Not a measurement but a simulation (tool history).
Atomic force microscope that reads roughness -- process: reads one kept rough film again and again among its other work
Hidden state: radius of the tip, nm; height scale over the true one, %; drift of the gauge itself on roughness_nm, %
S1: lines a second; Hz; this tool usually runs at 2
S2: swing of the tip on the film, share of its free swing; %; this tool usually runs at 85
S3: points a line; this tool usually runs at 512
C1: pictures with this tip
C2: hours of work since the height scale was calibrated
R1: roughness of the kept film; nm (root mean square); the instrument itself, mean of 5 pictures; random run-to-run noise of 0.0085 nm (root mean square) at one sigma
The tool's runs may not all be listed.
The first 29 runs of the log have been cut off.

run    hour    S1  S2   S3   C1    C2     R1
 30   796.9     2  57  512  101  1110  1.768
 31   816.7     2  57  512  120  1119  1.736
 32   842.1     2  57  512  145  1131  1.661
 33   865.9  1.69  62  512  169  1142  1.603
      893.3  -- new tip fitted
 34   894.2  1.69  62  512    1  1155  2.146
 35   933.9  1.69  85  512   40  1173  1.808
 36     957  1.69  78  450   63  1184  1.796
 37   975.6  0.79  67  379   81  1192   1.87
 38   994.9  0.79  67  379  100  1201  1.821
 39    1018  0.64  63  641  122  1212  1.774
 40  1054.5     2  70  741  158  1229  1.586
 41  1089.1     2  70  741  192  1245  1.518
     1092.3  -- new tip fitted
 42  1128.8     2  85  298   36  1263  1.726
 43  1164.5  0.72  60  512   71  1280  1.944
 44  1200.3   1.2  85  650  106  1296  1.643
 45  1236.9   1.2  85  650  142  1313  1.567
     1246.9  -- height scale calibrated on a step standard
 46  1263.3   1.2  59  650  166     8  1.615
 47  1285.8     2  85  887  189    18  1.361
     1293.2  -- new tip fitted
 48    1323     2  85  887   29    35  1.761
 49    1349     2  85  539   55    47  1.679
 50  1379.9     2  64  621   85    61  1.778
 51  1408.9     2  64  621  114    75    1.7
 52  1439.4  0.85  67  512  144    89   1.67
 53  1470.8  1.99  65  512  174   104   1.54
     1490.8  -- new tip fitted
 54  1495.7     2  79  710    4   115  1.928

Alternative continuations, all from the tool just after run 54; predict every row:
  A  1525.9  0.83  68  334  34  129   ?
  B  1525.9  2.27  65  562  34  129   ?
  C  1525.9  1.63  88  993  34  129   ?

run     R1
  A  1.951
  B   1.92
  C  1.733
Without the tool's unlogged condition, the same runs would have read:
run     R1
  A  2.118
  B  2.083
  C  1.882
